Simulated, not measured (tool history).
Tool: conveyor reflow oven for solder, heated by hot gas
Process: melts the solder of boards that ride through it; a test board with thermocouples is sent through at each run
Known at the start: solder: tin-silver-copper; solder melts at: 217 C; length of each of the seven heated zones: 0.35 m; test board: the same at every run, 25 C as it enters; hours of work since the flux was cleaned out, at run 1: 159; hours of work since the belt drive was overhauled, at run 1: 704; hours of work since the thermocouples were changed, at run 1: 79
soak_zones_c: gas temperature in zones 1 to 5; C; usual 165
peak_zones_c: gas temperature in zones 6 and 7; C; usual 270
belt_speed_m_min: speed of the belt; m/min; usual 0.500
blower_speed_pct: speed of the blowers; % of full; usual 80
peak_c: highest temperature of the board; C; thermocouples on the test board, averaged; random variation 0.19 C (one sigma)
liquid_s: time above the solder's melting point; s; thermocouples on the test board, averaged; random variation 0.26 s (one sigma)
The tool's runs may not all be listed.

run    day  soak_zones_c  peak_zones_c  belt_speed_m_min  blower_speed_pct  hours of work since the flux was cleaned out  hours of work since the belt drive was overhauled  hours of work since the thermocouples were changed  peak_c  liquid_s
  1  0.000           165           270             0.500                80                                           159                                                704                                                  79   253.5      61.5
  2  0.317           165           270             0.500                80                                           163                                                708                                                  83   253.5      61.3
  3  0.675           165           263             0.500                80                                           168                                                713                                                  88   247.7      56.0
     0.929  -- flux residue cleaned out of gas plates and filters
  4  1.154           165           270             0.500                80                                             3                                                716                                                  92   253.7      61.2
  5  1.600           165           270             0.403                80                                             9                                                722                                                  97   259.8      83.2
  6  1.875           165           270             0.403                80                                            13                                                726                                                 101   259.9      83.5
  7  2.267           165           270             0.403                80                                            18                                                731                                                 106   259.6      83.1
  8  2.646           165           280             0.500                80                                            23                                                736                                                 111   262.8      67.2
  9  3.004           165           270             0.500                85                                            27                                                741                                                 116   254.7      61.8
 10  3.417           165           270             0.500                85                                            33                                                746                                                 122   254.5      62.0
 11  3.742           158           270             0.500                85                                            37                                                751                                                 126   253.5      58.9
 12  4.012           165           280             0.500                80                                            41                                                754                                                 129   262.6      66.6
 13  4.554           165           270             0.486                80                                            48                                                761                                                 137   254.7      63.6
 14  5.104           165           270             0.482                80                                            55                                                769                                                 144   255.0      64.1
 15  5.350           165           270             0.482                80                                            59                                                772                                                 147   255.0      65.0
 16  5.658           165           270             0.482                80                                            63                                                776                                                 151   254.8      64.9
 17  6.075           165           270             0.500                55                                            68                                                782                                                 157   248.3      54.9
 18  6.512           160           276             0.462                71                                            74                                                787                                                 163   259.2      68.7
 19  7.029           165           282             0.500                80                                            81                                                794                                                 169   264.4      68.7
 20  7.458           158           270             0.469                80                                            87                                                800                                                 175   254.7      64.2
 21  7.833           158           270             0.587                80                                            91                                                805                                                 180   246.3      43.5

Run 22 comes next. What will it give?
 22  8.271           160           270             0.500                61                                            97                                                811                                                 186       ?         ?

peak_c: 249.0 C
liquid_s: 54.4 s
Without the tool's hidden state the same run would have given peak_c 249.0 C, liquid_s 54.3 s.

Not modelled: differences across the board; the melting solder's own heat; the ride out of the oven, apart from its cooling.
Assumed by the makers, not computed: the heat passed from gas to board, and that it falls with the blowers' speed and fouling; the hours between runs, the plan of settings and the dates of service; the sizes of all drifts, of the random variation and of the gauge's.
